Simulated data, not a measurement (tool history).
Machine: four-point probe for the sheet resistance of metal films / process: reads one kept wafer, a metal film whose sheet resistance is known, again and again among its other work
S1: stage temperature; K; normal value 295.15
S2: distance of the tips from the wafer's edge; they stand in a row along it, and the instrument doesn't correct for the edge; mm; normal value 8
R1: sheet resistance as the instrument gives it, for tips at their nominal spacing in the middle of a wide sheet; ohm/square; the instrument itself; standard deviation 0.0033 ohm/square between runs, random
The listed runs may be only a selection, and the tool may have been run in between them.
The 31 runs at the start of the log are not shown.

Run 32, hour 764.1: usual settings but S1 306.15 K, S2 4 mm. Result: R1 16.509415 ohm/square.
Run 33, hour 785.3: usual settings but S1 306.15 K, S2 4 mm. Result: R1 16.518252 ohm/square.
Run 34, hour 813.3: usual settings but S1 291.15 K, S2 17 mm. Result: R1 16.268524 ohm/square.
Run 35, hour 849.6: usual settings but S1 291.15 K, S2 17 mm. Result: R1 16.273543 ohm/square.
Run 36, hour 872.1: usual settings but S1 291.15 K, S2 17 mm. Result: R1 16.275227 ohm/square.
Run 37, hour 898.3: usual settings but S2 6 mm. Result: R1 16.357171 ohm/square.
Run 38, hour 929.2: usual settings but S1 299.15 K, S2 5 mm. Result: R1 16.416831 ohm/square.
Run 39, hour 957.2: usual settings but S1 299.15 K, S2 11 mm. Result: R1 16.341485 ohm/square.

Branching from run 39: 3 alternative next runs. What would each branch give?
Run A, hour 976.4: usual settings but S1 293.15 K, S2 41 mm. Result: R1 ?.
Run B, hour 976.4: usual settings but S1 305.15 K, S2 3 mm. Result: R1 ?.
Run C, hour 976.4: usual settings but S1 303.15 K, S2 3 mm. Result: R1 ?.

run         R1
  A  16.276032
  B  16.607605
  C  16.590399
Without the tool's hidden state the same runs would have given:
run         R1
  A  16.245964
  B  16.575901
  C  16.558904
